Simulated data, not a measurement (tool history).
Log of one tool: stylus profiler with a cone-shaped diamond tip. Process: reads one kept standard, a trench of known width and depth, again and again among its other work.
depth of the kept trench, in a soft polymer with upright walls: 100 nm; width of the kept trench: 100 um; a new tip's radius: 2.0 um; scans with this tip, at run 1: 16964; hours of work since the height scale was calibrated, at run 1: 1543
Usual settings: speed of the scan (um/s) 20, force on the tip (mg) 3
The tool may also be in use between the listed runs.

run   hour  speed of the scan (um/s)  force on the tip (mg)  scans with this tip  hours of work since the height scale was calibrated  depth of the trench (angstrom)  width of the trench's floor (um)
  1      0                        20                      3                16964                                                 1543                            1019                              97.9
  2     18                         6                      3                17085                                                 1554                          1021.1                             98.01
  3   31.1                        20                      3                17174                                                 1562                          1020.8                             97.97
  4   44.8                        39                      3                17266                                                 1571                          1021.2                             97.91
  5   63.4                        39                      3                17391                                                 1582                          1020.7                             97.85
  6   80.7                        39                      3                17508                                                 1593                          1021.2                             97.84
  7   91.1                        20                   6.44                17578                                                 1599                          1030.4                             97.95
  8    105                        23                   1.73                17672                                                 1608                          1017.1                             97.86
  9  114.1                        23                   1.73                17733                                                 1613                          1015.9                              97.9
 10  130.1                        23                   1.73                17841                                                 1623                          1015.5                             97.88
 11  144.6                        23                   1.84                17939                                                 1632                          1017.3                             97.84
 12  155.8                        23                   1.84                18015                                                 1639                          1017.7                             97.86
 13  173.5                        23                   1.84                18134                                                 1650                          1017.7                             97.88
 14  188.9                        37                   8.58                18238                                                 1659                          1037.5                             97.88

The same runs without the tool's hidden state, with the same run-to-run variation:
The hidden state here: radius of the tip, um; height scale over the true one, %; drift of the gauge itself on depth_nm, %; drift of the gauge itself on floor_um, %.
run  depth of the trench (angstrom)  width of the trench's floor (um)
  1                          1011.7                             98.62
  2                          1013.7                             98.73
  3                          1013.5                              98.7
  4                          1013.8                             98.64
  5                          1013.2                             98.59
  6                          1013.6                             98.58
  7                          1022.8                             98.69
  8                          1009.6                              98.6
  9                          1008.3                             98.64
 10                          1007.9                             98.63
 11                          1009.7                             98.59
 12                            1010                             98.62
 13                          1009.9                             98.64
 14                          1029.5                             98.64

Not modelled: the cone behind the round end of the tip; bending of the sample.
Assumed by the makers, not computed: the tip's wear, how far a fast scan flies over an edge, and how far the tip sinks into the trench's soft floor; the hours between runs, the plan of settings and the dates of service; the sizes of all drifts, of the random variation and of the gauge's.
